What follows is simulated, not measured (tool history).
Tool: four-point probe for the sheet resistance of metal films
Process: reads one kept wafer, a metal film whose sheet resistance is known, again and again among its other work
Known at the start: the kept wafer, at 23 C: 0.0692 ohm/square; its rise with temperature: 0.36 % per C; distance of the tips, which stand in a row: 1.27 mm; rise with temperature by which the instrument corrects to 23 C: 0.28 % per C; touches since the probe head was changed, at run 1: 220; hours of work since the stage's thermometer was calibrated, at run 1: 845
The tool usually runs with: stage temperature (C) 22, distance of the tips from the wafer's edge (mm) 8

run,day,stage temperature (C),distance of the tips from the wafer's edge (mm),touches since the probe head was changed,hours of work since the stage's thermometer was calibrated,sheet resistance as the instrument gives it (ohm/square)
1,0,22,8,220,845,0.070232
2,0.517,22,8,566,851,0.070234
3,1.104,22,8,956,857,0.070234
4,1.888,22,8,1481,866,0.07024
5,2.579,22,8,1941,874,0.070245
6,3.412,22,8,2497,883,0.070259
7,4.133,22,8,2979,891,0.070265
8,4.792,20,8,3419,898,0.070141
9,5.267,20,8,3737,903,0.07016
10,5.821,20,8,4105,909,0.070118
11,6.229,20,8,4379,914,0.070147
12,7.125,20,8,4978,924,0.070144
13,7.779,20,8,5412,931,0.070162
14,8.658,29,8,6001,941,0.070694
15,9.512,33,7,6571,950,0.071155
16,10.033,33,7,6917,956,0.071196
17,10.496,25,8,7228,961,0.070448
18,10.967,26,22,7540,966,0.069681
19,11.629,20,18,7985,973,0.069427
20,12.45,31,5,8531,982,0.07218
21,13.342,33,19,9128,992,0.070153

Run 22 comes next. What will it give?
22,13.862,33,19,9476,998,?

For run 22 the tool returned sheet resistance as the instrument gives it (ohm/square) 0.070157.
The same run, on a tool lacking any hidden state, would have yielded sheet resistance as the instrument gives it (ohm/square) 0.069939.
